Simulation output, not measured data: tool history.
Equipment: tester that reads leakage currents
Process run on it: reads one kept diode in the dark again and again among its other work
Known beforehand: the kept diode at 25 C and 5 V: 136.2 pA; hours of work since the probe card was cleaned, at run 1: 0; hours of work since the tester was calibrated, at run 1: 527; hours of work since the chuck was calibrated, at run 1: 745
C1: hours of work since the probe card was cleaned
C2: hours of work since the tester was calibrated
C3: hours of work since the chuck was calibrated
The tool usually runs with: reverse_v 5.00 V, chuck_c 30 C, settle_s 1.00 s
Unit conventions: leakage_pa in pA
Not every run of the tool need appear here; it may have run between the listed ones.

Run 1, hour 0.0: usual settings; C1 0; C2 527; C3 745. Result: leakage_pa 190.87 pA.
Run 2, hour 212.8: usual settings but reverse_v 3.37 V; C1 110; C2 637; C3 855. Result: leakage_pa 157.74 pA.
Run 3, hour 429.7: usual settings but chuck_c 23 C; C1 222; C2 749; C3 967. Result: leakage_pa 106.98 pA.
Run 4, hour 632.6: usual settings but chuck_c 23 C; C1 327; C2 854; C3 1072. Result: leakage_pa 106.72 pA.
Run 5, hour 861.5: usual settings but chuck_c 23 C; C1 445; C2 972; C3 1190. Result: leakage_pa 105.52 pA.
At hour 999.6: chuck's temperature calibrated.
Run 6, hour 1106.8: usual settings; C1 571; C2 1097; C3 55. Result: leakage_pa 175.55 pA.
Run 7, hour 1366.8: usual settings; C1 705; C2 1232; C3 190. Result: leakage_pa 172.83 pA.
Run 8, hour 1625.8: usual settings; C1 839; C2 1366; C3 324. Result: leakage_pa 171.00 pA.
Run 9, hour 1820.3: usual settings; C1 939; C2 1466; C3 424. Result: leakage_pa 170.31 pA.
At hour 1989.2: chuck's temperature calibrated, once more.
Run 10, hour 2111.4: usual settings but chuck_c 40 C; C1 1089; C2 1615; C3 63. Result: leakage_pa 428.71 pA.
Run 11, hour 2377.4: usual settings but chuck_c 40 C; C1 1226; C2 1753; C3 201. Result: leakage_pa 426.22 pA.
Run 12, hour 2519.8: usual settings but chuck_c 57 C; C1 1300; C2 1826; C3 274. Result: leakage_pa 1401.31 pA.
Run 13, hour 2801.2: usual settings but chuck_c 23 C, settle_s 4.79 s; C1 1445; C2 1972; C3 420. Result: leakage_pa 111.68 pA.
Run 14, hour 2927.6: usual settings but settle_s 5.05 s; C1 1510; C2 2037; C3 485. Result: leakage_pa 194.02 pA.
Run 15, hour 3188.3: usual settings but reverse_v 5.65 V, settle_s 0.92 s; C1 1645; C2 2172; C3 620. Result: leakage_pa 205.04 pA.
Run 16, hour 3318.3: usual settings but reverse_v 16.11 V, chuck_c 46 C; C1 1712; C2 2239; C3 687. Result: leakage_pa 1120.19 pA.
Run 17, hour 3601.3: usual settings but reverse_v 16.11 V, chuck_c 46 C; C1 1858; C2 2385; C3 833. Result: leakage_pa 1104.39 pA.
Run 18, hour 3890.3: usual settings but reverse_v 16.11 V, chuck_c 46 C; C1 2008; C2 2535; C3 982. Result: leakage_pa 1098.23 pA.
Run 19, hour 4139.7: usual settings but reverse_v 16.11 V, chuck_c 46 C; C1 2137; C2 2663; C3 1111. Result: leakage_pa 1085.95 pA.
At hour 4265.5: tester calibrated.
Run 20, hour 4345.0: usual settings but reverse_v 2.67 V, chuck_c 54 C, settle_s 2.33 s; C1 2242; C2 41; C3 1216. Result: leakage_pa 811.20 pA.
At hour 4418.2: chuck's temperature calibrated.
Run 21, hour 4624.4: usual settings but reverse_v 1.20 V, chuck_c 47 C, settle_s 9.72 s; C1 2385; C2 184; C3 107. Result: leakage_pa 369.21 pA.

Had the tool no unlogged condition, and each run kept its random variation, what would the results have been?
Hidden conditions of the tool in this case: stray current of the dirty probe card, pA a volt; current scale over the true one, %; true chuck temperature over the reading, C; drift of the gauge itself on leakage_pa, %.
run  leakage_pa
  1      203.90
  2      169.97
  3      116.41
  4      116.93
  5      116.63
  6      205.41
  7      204.39
  8      204.29
  9      204.89
 10      438.98
 11      441.04
 12     1460.15
 13      115.82
 14      204.10
 15      217.53
 16     1197.15
 17     1192.57
 18     1197.97
 19     1195.04
 20      885.96
 21      369.86
